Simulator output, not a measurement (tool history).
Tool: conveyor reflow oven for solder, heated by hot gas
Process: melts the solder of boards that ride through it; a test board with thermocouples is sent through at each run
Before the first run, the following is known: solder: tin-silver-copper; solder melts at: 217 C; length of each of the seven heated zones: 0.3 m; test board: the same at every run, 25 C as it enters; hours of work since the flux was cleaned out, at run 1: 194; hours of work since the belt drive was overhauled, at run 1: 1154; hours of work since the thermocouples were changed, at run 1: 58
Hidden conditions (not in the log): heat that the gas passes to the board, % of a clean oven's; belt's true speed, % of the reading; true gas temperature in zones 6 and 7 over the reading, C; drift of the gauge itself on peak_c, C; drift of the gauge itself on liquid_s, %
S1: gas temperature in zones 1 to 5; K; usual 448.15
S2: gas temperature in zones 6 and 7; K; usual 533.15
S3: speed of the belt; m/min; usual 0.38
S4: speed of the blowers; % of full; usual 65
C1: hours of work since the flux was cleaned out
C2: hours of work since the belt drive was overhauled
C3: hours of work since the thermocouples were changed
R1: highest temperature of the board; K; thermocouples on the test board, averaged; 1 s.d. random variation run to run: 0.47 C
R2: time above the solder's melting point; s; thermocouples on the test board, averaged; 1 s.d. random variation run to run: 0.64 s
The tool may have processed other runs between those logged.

run,hour,S1,S2,S3,S4,C1,C2,C3,R1,R2
1,0,448.15,533.15,0.38,65,194,1154,58,519.35,66.3
2,30.1,448.15,533.15,0.38,65,217,1177,81,519.05,66.3
# hour 54.5: flux residue cleaned out of gas plates and filters
3,59.9,448.15,533.15,0.38,65,4,1196,100,518.95,65.4
4,85.4,448.15,533.15,0.38,58,24,1216,120,517.95,65.5
5,102.6,448.15,533.15,0.38,65,37,1229,133,519.45,66
6,120.2,448.15,533.15,0.38,65,50,1242,146,519.35,66
7,148.3,448.15,533.15,0.38,65,72,1264,168,519.25,65.4
8,174.2,448.15,533.15,0.38,65,92,1284,188,518.45,66.3
9,196.4,448.15,533.15,0.38,56,109,1301,205,517.35,62.2
10,219,448.15,533.15,0.38,56,126,1318,222,517.35,62.4
11,248.5,448.15,533.15,0.38,56,149,1341,245,517.15,63.2
12,276.2,448.15,533.15,0.38,74,170,1362,266,520.75,67.1
13,303,435.15,533.15,0.38,74,191,1383,287,518.75,60.4
14,337.1,435.15,533.15,0.38,74,217,1409,313,517.95,60.7
# hour 362.2: flux residue cleaned out of gas plates and filters
15,377.2,448.15,533.15,0.38,65,12,1436,340,518.55,66.6
16,398.3,448.15,533.15,0.38,65,28,1452,356,519.65,66.6
17,431.9,448.15,533.15,0.38,65,54,1478,382,518.35,66.6
18,452,448.15,533.15,0.369,77,69,1493,397,521.95,72
19,489.4,448.15,533.15,0.369,77,98,1522,426,521.55,72.5
20,526.4,443.15,521.15,0.364,68,126,1550,454,509.55,55.7
21,541.8,438.15,528.15,0.38,65,138,1562,466,513.55,55.5
22,563.5,438.15,528.15,0.42,64,154,1579,483,509.45,44.8
23,593.8,438.15,528.15,0.42,64,178,1602,506,509.75,42.9
24,617.6,452.15,528.15,0.34,75,196,1620,524,520.15,78.8
25,637.6,448.15,533.15,0.329,65,211,1636,540,522.35,82
26,659.8,448.15,533.15,0.38,65,228,1653,557,517.95,66
# hour 670.3: flux residue cleaned out of gas plates and filters
27,692.1,440.15,531.15,0.417,65,17,1674,578,514.55,49.2
# hour 719.6: belt drive overhauled, speed set with a stopwatch
28,731.8,439.15,523.15,0.353,59,44,9,605,510.45,56.1
29,767.1,439.15,523.15,0.353,59,71,36,632,510.05,54.7
30,797.5,437.15,523.15,0.396,83,95,60,655,510.15,50.1

Hidden state at the last listed run before each entry between runs and at the first one after, where it differs:
Between runs 2 and 3: flux residue cleaned out of gas plates and filters (hour 54.5)
  heat that the gas passes to the board, % of a clean oven's: 99.7 -> 99.9; true gas temperature in zones 6 and 7 over the reading, C: -0.07 -> -0.08
Between runs 14 and 15: flux residue cleaned out of gas plates and filters (hour 362.2)
  heat that the gas passes to the board, % of a clean oven's: 99.7 -> 100; belt's true speed, % of the reading: 99.86 -> 99.85; true gas temperature in zones 6 and 7 over the reading, C: -0.15 -> -0.16
Between runs 26 and 27: flux residue cleaned out of gas plates and filters (hour 670.3)
  heat that the gas passes to the board, % of a clean oven's: 99.7 -> 99.9; true gas temperature in zones 6 and 7 over the reading, C: -0.22 -> -0.23
Between runs 27 and 28: belt drive overhauled, speed set with a stopwatch (hour 719.6)
  belt's true speed, % of the reading: 99.83 -> 100.01

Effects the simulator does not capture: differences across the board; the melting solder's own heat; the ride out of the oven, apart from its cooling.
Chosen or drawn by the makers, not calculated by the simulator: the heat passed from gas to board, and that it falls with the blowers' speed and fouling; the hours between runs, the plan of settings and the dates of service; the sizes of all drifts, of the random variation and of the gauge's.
